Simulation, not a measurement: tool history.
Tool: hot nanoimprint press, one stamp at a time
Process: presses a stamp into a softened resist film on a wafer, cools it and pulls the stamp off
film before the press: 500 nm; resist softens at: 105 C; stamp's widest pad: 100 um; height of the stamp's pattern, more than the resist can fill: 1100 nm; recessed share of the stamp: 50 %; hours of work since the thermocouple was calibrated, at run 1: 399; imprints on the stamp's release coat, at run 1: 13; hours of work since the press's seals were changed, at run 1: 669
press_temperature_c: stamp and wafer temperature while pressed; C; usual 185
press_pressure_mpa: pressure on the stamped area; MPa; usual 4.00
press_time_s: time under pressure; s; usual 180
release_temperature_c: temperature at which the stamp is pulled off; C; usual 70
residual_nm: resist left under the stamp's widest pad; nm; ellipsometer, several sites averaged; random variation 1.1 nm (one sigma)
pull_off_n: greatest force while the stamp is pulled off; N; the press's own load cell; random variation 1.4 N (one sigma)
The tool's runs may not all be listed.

run	hour	press_temperature_c	press_pressure_mpa	press_time_s	release_temperature_c	hours of work since the thermocouple was calibrated	imprints on the stamp's release coat	hours of work since the press's seals were changed	residual_nm	pull_off_n
1	0.0	185	4.00	180	70	399	13	669	234.4	138
2	27.8	185	4.00	180	70	416	72	686	233.7	137
3	40.5	185	4.00	180	70	424	99	693	235.6	137
4	58.2	185	4.00	180	70	435	137	704	235.4	139
5	83.5	185	4.00	180	70	450	190	720	237.3	139
6	113.3	185	4.00	180	70	468	253	738	236.4	138
7	142.5	185	4.00	180	70	486	315	755	238.4	143
8	169.3	185	4.00	171	70	502	371	772	243.4	141
9	195.9	185	2.78	180	70	519	427	788	282.2	146
# hour 201.5: plate thermocouple calibrated
# hour 224.7: press's hydraulic seals changed and the load cell set to zero
10	231.0	185	3.37	180	70	13	479	4	246.6	142
11	258.9	187	4.00	180	70	30	537	21	211.1	142
12	281.7	187	4.00	180	70	44	586	35	212.5	144
13	298.6	187	4.00	180	70	54	621	45	209.9	143
14	321.9	187	4.00	180	70	68	671	59	210.7	144
15	345.5	173	4.00	180	70	83	720	74	339.0	146

Forecast run 16:
16	358.7	185	4.00	180	77	91	748	82	?	?

Run 16 gave residual_nm 228.3 nm, pull_off_n 137 N.
Without the tool's hidden state the same run would have given residual_nm 222.8 nm, pull_off_n 125 N.

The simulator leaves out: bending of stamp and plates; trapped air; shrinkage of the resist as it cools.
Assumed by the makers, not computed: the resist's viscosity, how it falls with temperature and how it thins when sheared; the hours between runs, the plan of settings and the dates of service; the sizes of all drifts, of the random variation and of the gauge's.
